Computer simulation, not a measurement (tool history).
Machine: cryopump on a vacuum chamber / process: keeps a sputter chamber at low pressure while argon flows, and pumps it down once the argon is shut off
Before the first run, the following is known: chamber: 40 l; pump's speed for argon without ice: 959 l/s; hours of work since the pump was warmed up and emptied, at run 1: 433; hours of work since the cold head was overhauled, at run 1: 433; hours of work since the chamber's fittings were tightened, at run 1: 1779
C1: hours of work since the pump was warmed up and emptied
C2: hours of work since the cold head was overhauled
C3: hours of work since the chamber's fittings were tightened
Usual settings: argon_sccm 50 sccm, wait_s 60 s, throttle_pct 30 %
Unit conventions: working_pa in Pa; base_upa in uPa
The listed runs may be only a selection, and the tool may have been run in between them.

{"run": 1, "day": 0.0, "argon_sccm": 50, "wait_s": 60, "throttle_pct": 30, "C1": 433, "C2": 433, "C3": 1779, "working_pa": 0.3091, "base_upa": 3.36}
{"run": 2, "day": 1.208, "argon_sccm": 50, "wait_s": 60, "throttle_pct": 30, "C1": 448, "C2": 448, "C3": 1794, "working_pa": 0.3075, "base_upa": 3.26}
{"run": 3, "day": 2.467, "argon_sccm": 50, "wait_s": 60, "throttle_pct": 30, "C1": 463, "C2": 463, "C3": 1810, "working_pa": 0.3085, "base_upa": 3.3}
{"run": 4, "day": 3.762, "argon_sccm": 50, "wait_s": 60, "throttle_pct": 30, "C1": 479, "C2": 479, "C3": 1825, "working_pa": 0.3108, "base_upa": 3.35}
{"run": 5, "day": 4.962, "argon_sccm": 50, "wait_s": 60, "throttle_pct": 30, "C1": 494, "C2": 494, "C3": 1840, "working_pa": 0.3096, "base_upa": 3.44}
{"run": 6, "day": 5.779, "argon_sccm": 50, "wait_s": 60, "throttle_pct": 30, "C1": 504, "C2": 504, "C3": 1850, "working_pa": 0.3113, "base_upa": 3.43}
{"run": 7, "day": 6.654, "argon_sccm": 50, "wait_s": 60, "throttle_pct": 30, "C1": 515, "C2": 515, "C3": 1861, "working_pa": 0.3103, "base_upa": 3.35}
{"run": 8, "day": 7.492, "argon_sccm": 74, "wait_s": 60, "throttle_pct": 30, "C1": 525, "C2": 525, "C3": 1871, "working_pa": 0.4601, "base_upa": 3.43}
{"run": 9, "day": 8.375, "argon_sccm": 74, "wait_s": 145, "throttle_pct": 30, "C1": 536, "C2": 536, "C3": 1882, "working_pa": 0.4648, "base_upa": 2.18}
{"run": 10, "day": 9.629, "argon_sccm": 74, "wait_s": 145, "throttle_pct": 30, "C1": 551, "C2": 551, "C3": 1897, "working_pa": 0.4635, "base_upa": 2.21}
{"run": 11, "day": 10.892, "argon_sccm": 74, "wait_s": 28, "throttle_pct": 30, "C1": 567, "C2": 567, "C3": 1913, "working_pa": 0.4595, "base_upa": 5.66}
{"run": 12, "day": 11.738, "argon_sccm": 50, "wait_s": 60, "throttle_pct": 30, "C1": 577, "C2": 577, "C3": 1923, "working_pa": 0.3117, "base_upa": 3.41}
{"run": 13, "day": 12.708, "argon_sccm": 50, "wait_s": 60, "throttle_pct": 48, "C1": 589, "C2": 589, "C3": 1935, "working_pa": 0.2027, "base_upa": 3.46}
{"run": 14, "day": 13.567, "argon_sccm": 50, "wait_s": 60, "throttle_pct": 48, "C1": 599, "C2": 599, "C3": 1945, "working_pa": 0.2035, "base_upa": 3.48}
{"run": 15, "day": 14.233, "argon_sccm": 50, "wait_s": 60, "throttle_pct": 48, "C1": 608, "C2": 608, "C3": 1954, "working_pa": 0.2033, "base_upa": 3.45}
{"run": 16, "day": 15.158, "argon_sccm": 50, "wait_s": 60, "throttle_pct": 48, "C1": 619, "C2": 619, "C3": 1965, "working_pa": 0.2031, "base_upa": 3.6}
{"run": 17, "day": 16.25, "argon_sccm": 50, "wait_s": 60, "throttle_pct": 30, "C1": 632, "C2": 632, "C3": 1978, "working_pa": 0.3138, "base_upa": 3.45}
{"run": 18, "day": 17.004, "argon_sccm": 50, "wait_s": 60, "throttle_pct": 30, "C1": 641, "C2": 641, "C3": 1988, "working_pa": 0.315, "base_upa": 3.52}
{"run": 19, "day": 17.888, "argon_sccm": 27, "wait_s": 255, "throttle_pct": 17, "C1": 652, "C2": 652, "C3": 1998, "working_pa": 0.2937, "base_upa": 1.97}
{"run": 20, "day": 19.138, "argon_sccm": 22, "wait_s": 170, "throttle_pct": 30, "C1": 668, "C2": 668, "C3": 2014, "working_pa": 0.1373, "base_upa": 2.18}
{"run": 21, "day": 19.946, "argon_sccm": 41, "wait_s": 220, "throttle_pct": 43, "C1": 677, "C2": 677, "C3": 2024, "working_pa": 0.1854, "base_upa": 2.12}
{"run": 22, "day": 20.95, "argon_sccm": 35, "wait_s": 21, "throttle_pct": 20, "C1": 690, "C2": 690, "C3": 2036, "working_pa": 0.3235, "base_upa": 7.3}
{"run": 23, "day": 21.6, "argon_sccm": 35, "wait_s": 21, "throttle_pct": 20, "C1": 698, "C2": 698, "C3": 2044, "working_pa": 0.3269, "base_upa": 7.38}
{"run": 24, "day": 22.138, "argon_sccm": 50, "wait_s": 198, "throttle_pct": 30, "C1": 704, "C2": 704, "C3": 2050, "working_pa": 0.317, "base_upa": 2.17}
{"run": 25, "day": 23.296, "argon_sccm": 50, "wait_s": 59, "throttle_pct": 30, "C1": 718, "C2": 718, "C3": 2065, "working_pa": 0.3184, "base_upa": 3.6}
{"run": 26, "day": 24.483, "argon_sccm": 50, "wait_s": 59, "throttle_pct": 30, "C1": 733, "C2": 733, "C3": 2079, "working_pa": 0.3199, "base_upa": 3.67}
{"run": 27, "day": 25.704, "argon_sccm": 50, "wait_s": 59, "throttle_pct": 30, "C1": 748, "C2": 748, "C3": 2094, "working_pa": 0.3169, "base_upa": 3.58}
{"run": 28, "day": 26.246, "argon_sccm": 50, "wait_s": 59, "throttle_pct": 17, "C1": 755, "C2": 755, "C3": 2101, "working_pa": 0.5424, "base_upa": 3.7}
{"run": 29, "day": 27.083, "argon_sccm": 50, "wait_s": 195, "throttle_pct": 58, "C1": 765, "C2": 765, "C3": 2111, "working_pa": 0.1778, "base_upa": 2.23}
{"day": 27.367, "done": "pump warmed up, emptied and cooled again"}
{"run": 30, "day": 28.358, "argon_sccm": 50, "wait_s": 141, "throttle_pct": 31, "C1": 12, "C2": 778, "C3": 2124, "working_pa": 0.2872, "base_upa": 2.13}
{"run": 31, "day": 29.325, "argon_sccm": 60, "wait_s": 115, "throttle_pct": 50, "C1": 24, "C2": 790, "C3": 2136, "working_pa": 0.2138, "base_upa": 2.36}
{"run": 32, "day": 29.85, "argon_sccm": 60, "wait_s": 115, "throttle_pct": 50, "C1": 30, "C2": 796, "C3": 2142, "working_pa": 0.2148, "base_upa": 2.38}
{"run": 33, "day": 30.612, "argon_sccm": 38, "wait_s": 211, "throttle_pct": 19, "C1": 40, "C2": 805, "C3": 2152, "working_pa": 0.354, "base_upa": 1.81}
{"run": 34, "day": 31.7, "argon_sccm": 38, "wait_s": 115, "throttle_pct": 19, "C1": 53, "C2": 819, "C3": 2165, "working_pa": 0.3588, "base_upa": 2.32}
{"run": 35, "day": 32.929, "argon_sccm": 38, "wait_s": 115, "throttle_pct": 16, "C1": 68, "C2": 834, "C3": 2180, "working_pa": 0.4175, "base_upa": 2.41}

Across each entry between runs, compare the hidden state at the last listed run before it with the hidden state at the first listed run after it:
Between runs 29 and 30: pump warmed up, emptied and cooled again (day 27.367)
  pump's speed, % of a pump's without ice: 78.3 -> 99.3; cold plate's temperature, K: 12.52 -> 12.53; leak into the chamber, uPa l/s: 1183 -> 1188
  difference, measured minus the result without the unlogged condition, working_pa: +0.0255 -> +0.0016 Pa; base_upa: +1.28 -> +0.94 uPa
